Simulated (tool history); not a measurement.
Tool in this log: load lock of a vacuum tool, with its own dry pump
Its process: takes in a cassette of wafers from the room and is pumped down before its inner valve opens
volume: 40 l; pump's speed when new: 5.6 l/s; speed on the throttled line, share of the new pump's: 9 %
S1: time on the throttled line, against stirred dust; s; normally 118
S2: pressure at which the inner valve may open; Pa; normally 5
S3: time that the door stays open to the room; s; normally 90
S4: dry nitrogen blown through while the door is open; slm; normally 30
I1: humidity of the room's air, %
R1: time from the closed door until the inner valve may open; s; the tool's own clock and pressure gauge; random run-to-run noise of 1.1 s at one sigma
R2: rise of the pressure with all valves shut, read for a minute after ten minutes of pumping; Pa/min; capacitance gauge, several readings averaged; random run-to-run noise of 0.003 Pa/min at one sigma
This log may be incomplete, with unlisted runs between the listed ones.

Run 1, hour 0: usual settings; I1 47.4. Result: R1 184.5 s, R2 0.218 Pa/min.
Run 2, hour 132.5: usual settings; I1 47.9. Result: R1 182.8 s, R2 0.229 Pa/min.
Run 3, hour 307.3: usual settings but S2 4 Pa; I1 43.7. Result: R1 185.6 s, R2 0.235 Pa/min.
Run 4, hour 417.7: usual settings but S2 4 Pa, S4 12 slm; I1 46.4. Result: R1 184.9 s, R2 0.266 Pa/min.
Run 5, hour 577.9: usual settings but S2 7 Pa; I1 43. Result: R1 182.1 s, R2 0.255 Pa/min.
Run 6, hour 766.8: usual settings but S2 7 Pa; I1 45.1. Result: R1 181.4 s, R2 0.259 Pa/min.
Run 7, hour 927: usual settings; I1 47.3. Result: R1 184.9 s, R2 0.263 Pa/min.
Run 8, hour 1089.9: usual settings; I1 43. Result: R1 184.5 s, R2 0.277 Pa/min.
Run 9, hour 1195.2: usual settings; I1 42.2. Result: R1 184.2 s, R2 0.283 Pa/min.
Run 10, hour 1274.1: usual settings; I1 45.1. Result: R1 185.8 s, R2 0.295 Pa/min.
Run 11, hour 1370.4: usual settings; I1 44.2. Result: R1 185.5 s, R2 0.299 Pa/min.
Run 12, hour 1474.3: usual settings but S3 34 s; I1 43.4. Result: R1 183.9 s, R2 0.282 Pa/min.
Run 13, hour 1614.4: usual settings but S3 34 s; I1 46.3. Result: R1 187.5 s, R2 0.295 Pa/min.
Run 14, hour 1722.2: usual settings but S1 61 s; I1 45.8. Result: R1 134.5 s, R2 0.323 Pa/min.
Run 15, hour 1892.2: usual settings but S1 68 s; I1 44.9. Result: R1 141.4 s, R2 0.328 Pa/min.
Run 16, hour 1993.9: usual settings but S1 68 s; I1 45.5. Result: R1 140.8 s, R2 0.344 Pa/min.
Run 17, hour 2084.2: usual settings but S3 35 s, S4 11 slm; I1 47.2. Result: R1 187.5 s, R2 0.345 Pa/min.
Run 18, hour 2254.4: usual settings but S3 35 s, S4 11 slm; I1 44.8. Result: R1 186.8 s, R2 0.353 Pa/min.
Run 19, hour 2432: usual settings but S3 35 s, S4 11 slm; I1 46.3. Result: R1 185.5 s, R2 0.357 Pa/min.
Run 20, hour 2595.9: usual settings but S1 197 s, S2 9 Pa, S3 213 s, S4 14 slm; I1 45.7. Result: R1 251.2 s, R2 0.441 Pa/min.
Run 21, hour 2724.8: usual settings but S1 197 s, S2 9 Pa, S3 213 s, S4 14 slm; I1 45.6. Result: R1 252.8 s, R2 0.46 Pa/min.
Run 22, hour 2905.3: usual settings but S1 121 s, S2 9 Pa, S3 213 s, S4 14 slm; I1 44.1. Result: R1 185.4 s, R2 0.456 Pa/min.
Run 23, hour 2983: usual settings but S1 121 s, S2 9 Pa, S3 213 s, S4 14 slm; I1 41.6. Result: R1 183.8 s, R2 0.46 Pa/min.
Run 24, hour 3084.5: usual settings but S1 68 s, S2 6 Pa, S3 95 s, S4 26 slm; I1 45.9. Result: R1 141.5 s, R2 0.423 Pa/min.
Run 25, hour 3275.2: usual settings but S1 68 s, S2 6 Pa, S3 95 s, S4 26 slm; I1 46.5. Result: R1 141.4 s, R2 0.438 Pa/min.
Run 26, hour 3377.5: usual settings but S1 68 s, S2 6 Pa, S3 95 s, S4 26 slm; I1 44.7. Result: R1 139.5 s, R2 0.442 Pa/min.
Run 27, hour 3476.2: usual settings but S1 156 s, S2 6 Pa, S3 76 s, S4 22 slm; I1 48.5. Result: R1 220.7 s, R2 0.45 Pa/min.
Run 28, hour 3560.4: usual settings but S1 63 s, S2 4 Pa, S3 76 s, S4 18 slm; I1 43.4. Result: R1 139.5 s, R2 0.453 Pa/min.
Run 29, hour 3701.4: usual settings but S1 63 s, S2 4 Pa, S3 76 s, S4 18 slm; I1 44.4. Result: R1 140.3 s, R2 0.469 Pa/min.
Run 30, hour 3796.7: usual settings but S2 8 Pa; I1 43.7. Result: R1 184.8 s, R2 0.477 Pa/min.

Predict each of these 4 candidate next runs independently; none follows another, all start after run 30:
Run A, hour 3932.9: usual settings but S2 8 Pa, S3 67 s; I1 46.5. Result: R1 ?, R2 ?.
Run B, hour 3932.9: usual settings but S2 8 Pa, S4 14 slm; I1 43.5. Result: R1 ?, R2 ?.
Run C, hour 3932.9: usual settings but S2 4 Pa; I1 42.4. Result: R1 ?, R2 ?.
Run D, hour 3932.9: usual settings but S1 67 s, S2 8 Pa, S4 28 slm; I1 46.4. Result: R1 ?, R2 ?.

run     R1     R2
  A  182.3  0.469
  B  184.3  0.491
  C    190  0.478
  D  137.2   0.48
Take away the tool's hidden state, keep each run's random variation, and the runs would have read:
run     R1     R2
  A  174.2   0.03
  B  176.2  0.055
  C  180.8  0.036
  D  128.4  0.039

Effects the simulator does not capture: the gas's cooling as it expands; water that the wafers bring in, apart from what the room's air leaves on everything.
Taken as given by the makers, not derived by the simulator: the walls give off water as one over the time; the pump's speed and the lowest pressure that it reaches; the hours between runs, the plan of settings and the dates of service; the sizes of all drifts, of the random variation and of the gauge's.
